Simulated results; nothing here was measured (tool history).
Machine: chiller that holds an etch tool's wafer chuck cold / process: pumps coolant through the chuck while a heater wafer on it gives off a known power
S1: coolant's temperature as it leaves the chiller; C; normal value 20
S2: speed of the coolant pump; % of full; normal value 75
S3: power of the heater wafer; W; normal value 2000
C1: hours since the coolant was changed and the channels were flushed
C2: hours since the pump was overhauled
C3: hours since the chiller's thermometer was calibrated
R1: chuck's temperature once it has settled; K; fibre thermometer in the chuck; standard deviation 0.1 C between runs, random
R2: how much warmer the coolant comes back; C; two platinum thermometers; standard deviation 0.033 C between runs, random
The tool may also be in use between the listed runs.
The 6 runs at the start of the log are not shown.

run 7 hour=427.4 | S1=20 S2=75 S3=2000 | C1=3805 C2=4847 C3=5144 | R1=306.55 R2=4.84
run 8 hour=540.0 | S1=20 S2=75 S3=2000 | C1=3917 C2=4960 C3=5256 | R1=306.75 R2=4.85
-- hour=599.2 chiller's thermometer calibrated
run 9 hour=640.2 | S1=20 S2=99 S3=2000 | C1=4016 C2=5059 C3=41 | R1=305.05 R2=3.73
run 10 hour=736.4 | S1=30 S2=99 S3=2000 | C1=4113 C2=5155 C3=137 | R1=315.15 R2=3.75
run 11 hour=834.5 | S1=30 S2=99 S3=2000 | C1=4211 C2=5253 C3=235 | R1=315.05 R2=3.73
run 12 hour=916.4 | S1=30 S2=99 S3=2000 | C1=4293 C2=5335 C3=317 | R1=315.35 R2=3.75
run 13 hour=964.9 | S1=30 S2=99 S3=2000 | C1=4341 C2=5384 C3=366 | R1=315.25 R2=3.79
run 14 hour=1028.7 | S1=30 S2=99 S3=2000 | C1=4405 C2=5447 C3=430 | R1=315.05 R2=3.72
run 15 hour=1128.7 | S1=30 S2=99 S3=2000 | C1=4505 C2=5547 C3=529 | R1=315.15 R2=3.76
run 16 hour=1193.9 | S1=20 S2=75 S3=2000 | C1=4570 C2=5613 C3=595 | R1=307.85 R2=4.91
run 17 hour=1303.8 | S1=11 S2=82 S3=1822 | C1=4680 C2=5723 C3=705 | R1=296.55 R2=4.13
run 18 hour=1358.7 | S1=11 S2=92 S3=1411 | C1=4735 C2=5777 C3=759 | R1=293.15 R2=2.93
run 19 hour=1422.6 | S1=16 S2=89 S3=1610 | C1=4799 C2=5841 C3=823 | R1=299.65 R2=3.40
run 20 hour=1507.4 | S1=16 S2=65 S3=1610 | C1=4884 C2=5926 C3=908 | R1=302.35 R2=4.49
run 21 hour=1596.0 | S1=11 S2=80 S3=1728 | C1=4972 C2=6015 C3=997 | R1=296.55 R2=4.00
run 22 hour=1677.3 | S1=11 S2=80 S3=1728 | C1=5053 C2=6096 C3=1078 | R1=296.35 R2=4.02
run 23 hour=1784.9 | S1=11 S2=80 S3=1728 | C1=5161 C2=6204 C3=1186 | R1=296.35 R2=4.06
run 24 hour=1847.6 | S1=14 S2=75 S3=1749 | C1=5224 C2=6266 C3=1248 | R1=300.15 R2=4.33
run 25 hour=1894.9 | S1=20 S2=92 S3=2000 | C1=5271 C2=6314 C3=1296 | R1=306.15 R2=4.04
run 26 hour=2005.8 | S1=20 S2=92 S3=2000 | C1=5382 C2=6425 C3=1407 | R1=306.15 R2=4.06
run 27 hour=2101.2 | S1=20 S2=92 S3=2000 | C1=5477 C2=6520 C3=1502 | R1=306.15 R2=4.14
run 28 hour=2208.8 | S1=20 S2=92 S3=2000 | C1=5585 C2=6628 C3=1610 | R1=306.15 R2=4.07
run 29 hour=2308.2 | S1=20 S2=87 S3=2059 | C1=5684 C2=6727 C3=1709 | R1=307.05 R2=4.47
run 30 hour=2407.4 | S1=20 S2=84 S3=2059 | C1=5784 C2=6826 C3=1808 | R1=307.45 R2=4.63
run 31 hour=2509.7 | S1=10 S2=92 S3=2928 | C1=5886 C2=6928 C3=1911 | R1=302.65 R2=6.01

Forecast each of these 5 alternatives for the next run:
run A hour=2603.3 | S1=26 S2=78 S3=1582 | C1=5980 C2=7022 C3=2004 | R1=? R2=?
run B hour=2603.3 | S1=21 S2=87 S3=2928 | C1=5980 C2=7022 C3=2004 | R1=? R2=?
run C hour=2603.3 | S1=13 S2=67 S3=1487 | C1=5980 C2=7022 C3=2004 | R1=? R2=?
run D hour=2603.3 | S1=20 S2=70 S3=2000 | C1=5980 C2=7022 C3=2004 | R1=? R2=?
run E hour=2603.3 | S1=20 S2=66 S3=2000 | C1=5980 C2=7022 C3=2004 | R1=? R2=?

run=A R1=310.85 R2=3.81
run=B R1=314.45 R2=6.27
run=C R1=298.15 R2=4.18
run=D R1=308.95 R2=5.30
run=E R1=309.85 R2=5.70
Take away the tool's hidden state, keep each run's random variation, and the runs would have read:
run=A R1=308.85 R2=3.49
run=B R1=310.85 R2=5.73
run=C R1=296.15 R2=3.82
run=D R1=306.15 R2=4.84
run=E R1=306.95 R2=5.22
